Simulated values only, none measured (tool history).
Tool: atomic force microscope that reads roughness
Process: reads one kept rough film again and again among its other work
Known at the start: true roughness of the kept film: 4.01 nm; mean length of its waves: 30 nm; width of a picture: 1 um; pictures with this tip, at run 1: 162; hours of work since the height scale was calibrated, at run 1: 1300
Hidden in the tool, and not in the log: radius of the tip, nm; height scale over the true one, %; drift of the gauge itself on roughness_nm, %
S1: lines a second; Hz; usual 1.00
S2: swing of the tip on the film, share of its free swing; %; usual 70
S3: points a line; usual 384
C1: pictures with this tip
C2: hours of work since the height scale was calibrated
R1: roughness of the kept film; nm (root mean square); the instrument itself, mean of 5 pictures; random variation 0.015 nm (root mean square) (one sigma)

run	day	S1	S2	S3	C1	C2	R1
1	0.000	1.00	70	384	162	1300	2.933
# day 0.979: new tip fitted
2	2.012	1.00	70	384	28	1321	3.415
3	4.604	1.00	87	384	97	1348	2.979
4	7.779	1.00	87	384	182	1381	2.748
# day 8.046: new tip fitted
5	10.158	1.00	87	384	57	1406	3.118
6	13.433	1.00	87	384	144	1440	2.868
# day 15.229: new tip fitted
7	15.279	1.00	87	384	2	1459	3.318
8	18.504	0.92	87	384	88	1493	3.024
9	20.738	0.92	87	384	147	1516	2.809
# day 22.375: new tip fitted
10	23.004	1.00	70	384	17	1540	3.459
11	26.379	1.00	70	384	107	1575	3.151
12	28.188	1.00	70	384	155	1594	3.013
# day 29.492: new tip fitted
13	30.783	1.00	70	384	34	1621	3.358
# day 31.954: height scale calibrated on a step standard
14	34.125	1.00	70	275	122	23	3.020
# day 36.683: new tip fitted
15	36.942	1.57	57	965	7	52	3.526
16	39.738	0.58	70	384	81	81	3.274
17	42.592	3.40	70	384	158	111	2.689
# day 43.742: new tip fitted
18	45.433	3.40	64	969	45	141	3.133

The next listed run, before its measurement:
19	47.950	3.40	64	969	112	167	?

{"run 19": {"R1": 2.919}}
Without the tool's hidden state the same run would have given R1 3.335 nm (root mean square).
